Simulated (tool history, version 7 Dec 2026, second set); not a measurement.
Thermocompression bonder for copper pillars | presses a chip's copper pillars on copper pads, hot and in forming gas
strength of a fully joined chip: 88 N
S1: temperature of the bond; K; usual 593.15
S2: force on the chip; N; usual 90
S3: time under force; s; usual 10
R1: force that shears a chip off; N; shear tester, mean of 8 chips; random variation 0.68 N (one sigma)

{"run": 1, "day": 0.0, "S1": 593.15, "S2": 90, "S3": 10, "R1": 38.2}
{"run": 2, "day": 1.825, "S1": 593.15, "S2": 90, "S3": 17, "R1": 45.5}
{"day": 2.571, "done": "forming gas filter changed"}
{"run": 3, "day": 3.846, "S1": 593.15, "S2": 90, "S3": 17, "R1": 47.7}
{"run": 4, "day": 5.104, "S1": 593.15, "S2": 90, "S3": 17, "R1": 46.9}
{"run": 5, "day": 6.892, "S1": 593.15, "S2": 90, "S3": 17, "R1": 46.9}
{"run": 6, "day": 7.808, "S1": 593.15, "S2": 90, "S3": 17, "R1": 45.8}
{"run": 7, "day": 9.1, "S1": 593.15, "S2": 90, "S3": 17, "R1": 46.1}
{"run": 8, "day": 10.312, "S1": 593.15, "S2": 72, "S3": 10, "R1": 31.2}
{"day": 12.404, "done": "forming gas filter changed"}
{"run": 9, "day": 12.421, "S1": 593.15, "S2": 72, "S3": 10, "R1": 33.1}
{"run": 10, "day": 13.9, "S1": 593.15, "S2": 90, "S3": 10, "R1": 39.1}
{"run": 11, "day": 15.967, "S1": 593.15, "S2": 81, "S3": 10, "R1": 36.1}
{"run": 12, "day": 18.054, "S1": 593.15, "S2": 82, "S3": 10, "R1": 35.8}
{"run": 13, "day": 19.308, "S1": 593.15, "S2": 90, "S3": 10, "R1": 36.7}
{"run": 14, "day": 20.546, "S1": 593.15, "S2": 90, "S3": 10, "R1": 35.9}
{"run": 15, "day": 21.912, "S1": 593.15, "S2": 90, "S3": 10, "R1": 36.6}
{"day": 22.288, "done": "forming gas filter changed"}
{"day": 22.646, "done": "heater calibrated with a thermocouple chip"}
{"run": 16, "day": 23.404, "S1": 593.15, "S2": 90, "S3": 9, "R1": 42.6}
{"run": 17, "day": 24.683, "S1": 593.15, "S2": 90, "S3": 25, "R1": 56.9}
{"run": 18, "day": 26.692, "S1": 593.15, "S2": 90, "S3": 25, "R1": 57.4}
{"run": 19, "day": 27.662, "S1": 568.15, "S2": 67, "S3": 21, "R1": 32.8}
{"run": 20, "day": 29.067, "S1": 568.15, "S2": 67, "S3": 21, "R1": 32.3}
{"run": 21, "day": 30.846, "S1": 601.15, "S2": 75, "S3": 10, "R1": 41}
{"day": 32.246, "done": "forming gas filter changed"}
{"run": 22, "day": 32.475, "S1": 576.15, "S2": 90, "S3": 18, "R1": 43.3}
{"run": 23, "day": 34.379, "S1": 576.15, "S2": 90, "S3": 18, "R1": 42}
{"run": 24, "day": 36.288, "S1": 576.15, "S2": 90, "S3": 18, "R1": 41.3}

Run 25 comes next. What will it give?
{"day": 36.458, "done": "force cell calibrated"}
{"run": 25, "day": 37.558, "S1": 590.15, "S2": 106, "S3": 20, "R1": "?"}

Run 25 gave R1 55.4 N.
Without the tool's hidden state the same run would have given R1 60.4 N.

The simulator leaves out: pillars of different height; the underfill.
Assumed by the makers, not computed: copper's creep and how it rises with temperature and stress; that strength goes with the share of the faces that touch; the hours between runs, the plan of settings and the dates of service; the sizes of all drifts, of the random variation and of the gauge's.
